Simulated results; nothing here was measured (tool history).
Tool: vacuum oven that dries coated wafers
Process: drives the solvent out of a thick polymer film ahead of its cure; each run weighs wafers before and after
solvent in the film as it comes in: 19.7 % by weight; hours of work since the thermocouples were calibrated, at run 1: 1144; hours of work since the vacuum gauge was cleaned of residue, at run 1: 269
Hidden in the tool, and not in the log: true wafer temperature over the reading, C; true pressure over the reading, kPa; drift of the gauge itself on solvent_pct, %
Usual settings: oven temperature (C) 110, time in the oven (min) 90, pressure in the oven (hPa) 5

run	day	oven temperature (C)	time in the oven (min)	pressure in the oven (hPa)	hours of work since the thermocouples were calibrated	hours of work since the vacuum gauge was cleaned of residue	solvent left in the film (%)
1	0	110	90	5	1144	269	1.48
2	0.688	110	90	5	1152	277	1.46
3	1.4	118	90	5	1161	285	0.58
4	2.196	110	90	19.98	1170	295	3.04
5	3.762	110	90	5	1189	313	1.52
6	4.779	110	90	3.7	1201	325	1.36
7	5.729	110	90	3.7	1212	337	1.4
8	6.45	110	90	3.7	1221	345	1.38
9	7.475	110	90	3.7	1233	357	1.3
10	8.392	110	90	3.7	1244	368	1.34
11	9.629	110	90	5	1258	383	1.48
12	11.067	110	90	5	1275	400	1.51
13	12.1	110	90	11.92	1288	412	2.3
14	13.729	123	90	5	1307	431	0.48
15	15.392	123	90	5	1327	451	0.4
16	16.121	123	90	5	1335	460	0.36
17	17.321	123	90	10.56	1350	474	0.86
18	18.854	123	90	10.56	1368	492	0.86
19	20.346	123	90	10.56	1385	510	0.83
20	21.254	123	90	10.56	1396	521	0.88
21	22.646	123	90	10.56	1413	537	0.8
22	24.208	123	90	10.56	1431	556	0.89
23	25.388	123	90	10.56	1445	570	0.92
24	26.279	119	120	15.73	1456	580	1.52
25	27.679	110	101	13.38	1472	597	2.23
26	28.979	99	98	13.38	1488	612	5.83
27	30.029	99	98	13.38	1500	625	5.92
28	31.646	110	117	6.58	1519	644	1.21
29	32.508	110	117	6.58	1530	654	1.31
30	33.6	112	77	6.83	1543	667	1.85
# day 34.929: oven's thermocouples calibrated
31	35.071	97	67	13.87	2	684	7.45
32	36.196	97	67	13.87	15	697	7.41
33	37.15	97	67	13.87	26	708	7.32
34	37.858	97	90	4.34	35	717	4.61
35	38.975	97	90	4.34	48	730	4.68
36	40.233	97	90	4.34	63	745	4.53
37	41.596	97	90	4.34	79	761	4.7
38	42.333	114	90	6.73	88	770	1.03
39	43.792	114	90	6.73	105	787	0.87
40	45.446	114	90	6.73	125	806	0.86
41	46.175	103	107	13.84	133	815	3.18
42	46.996	103	107	13.84	143	825	3.23
43	48.654	103	107	13.84	163	844	3.29
44	49.571	123	103	7.5	174	855	0.47
45	50.617	109	52	5	186	868	3.29
46	51.808	116	52	6.27	200	882	1.63

3 ways to go on from here, each from the tool as it stands after run 46. What would each give?
A	53.483	110	90	3.37	220	902	?
B	53.483	110	90	15.58	220	902	?
C	53.483	110	90	19.7	220	902	?

run	solvent left in the film (%)
A	1.2
B	2.3
C	2.73
Without the tool's hidden state the same runs would have given:
run	solvent left in the film (%)
A	0.98
B	2.06
C	2.49
